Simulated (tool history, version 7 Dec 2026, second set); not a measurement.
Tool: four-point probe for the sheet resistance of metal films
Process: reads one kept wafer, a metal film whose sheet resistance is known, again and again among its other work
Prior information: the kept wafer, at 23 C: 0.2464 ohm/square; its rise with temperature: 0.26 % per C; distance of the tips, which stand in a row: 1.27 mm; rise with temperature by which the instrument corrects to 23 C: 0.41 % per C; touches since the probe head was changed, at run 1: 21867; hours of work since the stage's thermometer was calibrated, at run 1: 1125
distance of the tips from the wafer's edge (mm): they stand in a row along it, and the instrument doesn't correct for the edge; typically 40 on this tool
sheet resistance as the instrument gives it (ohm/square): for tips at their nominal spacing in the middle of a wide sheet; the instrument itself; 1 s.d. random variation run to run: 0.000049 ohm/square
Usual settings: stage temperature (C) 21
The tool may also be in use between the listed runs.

run	hour	stage temperature (C)	distance of the tips from the wafer's edge (mm)	touches since the probe head was changed	hours of work since the stage's thermometer was calibrated	sheet resistance as the instrument gives it (ohm/square)
1	0.0	21	40	21867	1125	0.246806
2	41.5	21	40	23072	1143	0.246820
3	87.2	21	40	24397	1164	0.246760
4	130.8	21	40	25659	1183	0.246780
5	159.0	20	40	26477	1195	0.247138
6	187.0	20	40	27289	1208	0.247134
7	241.1	21	71	28859	1232	0.246709
8	281.0	21	71	30014	1249	0.246672
9	321.4	21	40	31188	1267	0.246723
10	357.2	21	19	32225	1283	0.247126
11	410.6	21	19	33773	1307	0.247195
12	439.1	21	19	34599	1319	0.247227
13	465.2	21	28	35358	1331	0.246774
14	501.3	21	28	36402	1347	0.246889
15	554.1	21	28	37935	1370	0.246817
16	612.3	21	28	39622	1396	0.246802
17	643.2	21	40	40519	1409	0.246752
18	694.5	21	40	42005	1432	0.246624
19	726.0	21	40	42920	1446	0.246684
20	780.2	21	40	44490	1470	0.246743
21	834.6	21	40	46069	1494	0.246698
22	876.5	21	40	47284	1513	0.246593
23	921.8	33	38	48596	1533	0.242387
24	960.2	33	38	49710	1550	0.242425
25	1019.1	33	38	51417	1576	0.242319
26	1073.1	27	38	52982	1600	0.244476
27	1111.4	28	39	54094	1617	0.244096
28	1166.2	20	18	55683	1641	0.247486
# hour 1172.1: stage's thermometer calibrated
29	1202.2	27	11	56713	13	0.246153
30	1256.4	29	25	58284	37	0.243994
31	1311.8	29	9	59891	62	0.246224
32	1347.0	27	25	60910	77	0.244645
33	1398.4	26	25	62401	100	0.245035
34	1424.4	25	72	63155	112	0.245068
# hour 1440.6: stage's thermometer calibrated, once more
35	1453.0	25	72	63971	6	0.244770
36	1491.0	18	40	65072	22	0.247525
37	1523.8	23	6	66023	37	0.251219
38	1554.8	25	5	66921	51	0.252991
39	1591.3	25	5	67982	67	0.252944
40	1631.7	29	57	69151	85	0.243409
41	1677.6	29	57	70482	105	0.243309
42	1703.3	19	40	71227	116	0.247031
43	1762.1	23	36	72932	142	0.245557
44	1787.5	21	40	73671	153	0.246189

How the hidden state differs across the entries between the runs, from the last listed run before each to the first after it:
In the gap between runs 28 and 29: stage's thermometer calibrated (hour 1172.1)
  inner tips' distance over the nominal, %: -0.319 -> -0.322; tips' flats over new ones', %: 16 -> 17; wafer's true temperature over the reading, C: 0.26 -> 0.4
  difference, measured minus the result without the unlogged condition, sheet resistance as the instrument gives it (ohm/square): -0.000688 -> -0.000605
In the gap between runs 34 and 35: stage's thermometer calibrated, once more (hour 1440.6)
  inner tips' distance over the nominal, %: -0.338 -> -0.341; tips' flats over new ones', %: 18 -> 19; wafer's true temperature over the reading, C: 0.41 -> -0.01
  difference, measured minus the result without the unlogged condition, sheet resistance as the instrument gives it (ohm/square): -0.000636 -> -0.000913
